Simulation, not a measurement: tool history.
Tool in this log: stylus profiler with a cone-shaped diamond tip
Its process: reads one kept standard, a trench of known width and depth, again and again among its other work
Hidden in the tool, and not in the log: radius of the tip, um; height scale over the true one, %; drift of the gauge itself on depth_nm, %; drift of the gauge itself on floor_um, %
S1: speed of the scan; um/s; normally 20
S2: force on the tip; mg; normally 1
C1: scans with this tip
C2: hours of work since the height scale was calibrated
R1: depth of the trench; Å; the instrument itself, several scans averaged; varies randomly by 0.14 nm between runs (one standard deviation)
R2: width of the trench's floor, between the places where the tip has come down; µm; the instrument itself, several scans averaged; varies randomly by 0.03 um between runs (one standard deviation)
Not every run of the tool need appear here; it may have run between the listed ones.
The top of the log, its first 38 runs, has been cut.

run	day	S1	S2	C1	C2	R1	R2
39	104.479	12	0.67	3943	565	5018.1	16.3
40	108.35	32	2.31	4453	639	5045.4	16.09
41	111.017	46	0.33	4805	689	5003.7	15.52
42	113.025	46	0.33	5070	727	5004.1	15.48
43	115.854	46	0.33	5443	781	4999.8	15.45
44	119.338	46	0.33	5903	847	4998.3	15.42
45	122.492	46	0.33	6319	906	4997.3	15.35
46	124.108	46	0.33	6533	937	4998.5	15.32
47	127.825	9	2.62	7023	1007	5044.9	15.92

What if the next run were any one of these 3? Each begins from the tool's condition after run 47:
A	130.25	20	0.47	7343	1053	?	?
B	130.25	9	0.38	7343	1053	?	?
C	130.25	34	0.62	7343	1053	?	?

run	R1	R2
A	4999.1	15.68
B	4996.6	15.79
C	5003	15.53
Take away the tool's hidden state, keep each run's random variation, and the runs would have read:
run	R1	R2
A	5018.4	16.75
B	5015.8	16.86
C	5022.3	16.6
